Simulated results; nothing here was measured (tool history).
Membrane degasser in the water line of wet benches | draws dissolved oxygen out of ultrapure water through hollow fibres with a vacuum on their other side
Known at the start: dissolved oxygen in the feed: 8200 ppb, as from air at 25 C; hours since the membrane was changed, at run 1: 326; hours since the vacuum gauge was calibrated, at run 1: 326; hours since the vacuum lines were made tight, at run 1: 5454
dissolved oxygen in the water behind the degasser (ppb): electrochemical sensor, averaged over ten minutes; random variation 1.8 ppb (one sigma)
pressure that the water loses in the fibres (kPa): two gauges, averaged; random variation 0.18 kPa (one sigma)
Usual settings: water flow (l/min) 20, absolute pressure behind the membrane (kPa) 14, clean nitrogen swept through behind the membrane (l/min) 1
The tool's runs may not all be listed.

run	hour	water flow (l/min)	absolute pressure behind the membrane (kPa)	clean nitrogen swept through behind the membrane (l/min)	hours since the membrane was changed	hours since the vacuum gauge was calibrated	hours since the vacuum lines were made tight	dissolved oxygen in the water behind the degasser (ppb)	pressure that the water loses in the fibres (kPa)
1	0	20	14	1	326	326	5454	472.9	35.68
2	119.2	20	12.8	1	445	445	5573	424.9	36.04
3	251.9	20	19.1	1	578	578	5706	676	36
4	369.3	20	19.1	1	695	695	5823	680	35.93
5	442.4	20	11.2	1	768	768	5896	358.7	36.2
6	544.3	20	14	1	870	870	5998	473.3	36.25
7	663.4	20	14	1.43	989	989	6117	353.3	36.15
8	732.4	20	14	1	1058	1058	6186	476.2	36.4
9	812.9	20	14	1	1139	1139	6267	479.2	35.98
10	870.5	20	19.6	1	1196	1196	6324	700.7	36.4
11	971.2	20	19.6	1	1297	1297	6425	699.2	36.08
12	1053.7	20	27.2	1	1379	1379	6507	977.4	35.88
13	1115.8	20	27.2	1	1442	1442	6570	984.9	36.11
14	1179.8	15	18.2	1.53	1505	1505	6634	350.2	27.13
15	1247.7	29	14	0.44	1573	1573	6702	1173.3	52.29
16	1313.1	29	14	0.44	1639	1639	6767	1177.5	52.79
17	1395.8	29	14	0.44	1721	1721	6850	1175.3	52.8
18	1452.3	29	14	2.76	1778	1778	6906	308.9	52.1
19	1525.9	14	12	0.95	1852	1852	6980	302.2	25.51
20	1638.7	13	15.6	0.58	1964	1964	7093	594.6	23.69
21	1744.6	32	9.6	0.51	2070	2070	7198	747.9	58.35
22	1805.9	25	30.7	1	2132	2132	7260	1326.4	45.7
23	1940.1	12	15.7	1.36	2266	2266	7394	267.6	22.1

Forecast each of these 3 alternatives for the next run:
A	2023	20	14	0.87	2349	2349	7477	?	?
B	2023	12	23.7	2.37	2349	2349	7477	?	?
C	2023	23	10	1	2349	2349	7477	?	?

run	dissolved oxygen in the water behind the degasser (ppb)	pressure that the water loses in the fibres (kPa)
A	537	36.33
B	258.5	21.82
C	361.2	41.8
Without the tool's hidden state the same runs would have given:
run	dissolved oxygen in the water behind the degasser (ppb)	pressure that the water loses in the fibres (kPa)
A	519.3	35.8
B	245.9	21.5
C	345.2	41.19

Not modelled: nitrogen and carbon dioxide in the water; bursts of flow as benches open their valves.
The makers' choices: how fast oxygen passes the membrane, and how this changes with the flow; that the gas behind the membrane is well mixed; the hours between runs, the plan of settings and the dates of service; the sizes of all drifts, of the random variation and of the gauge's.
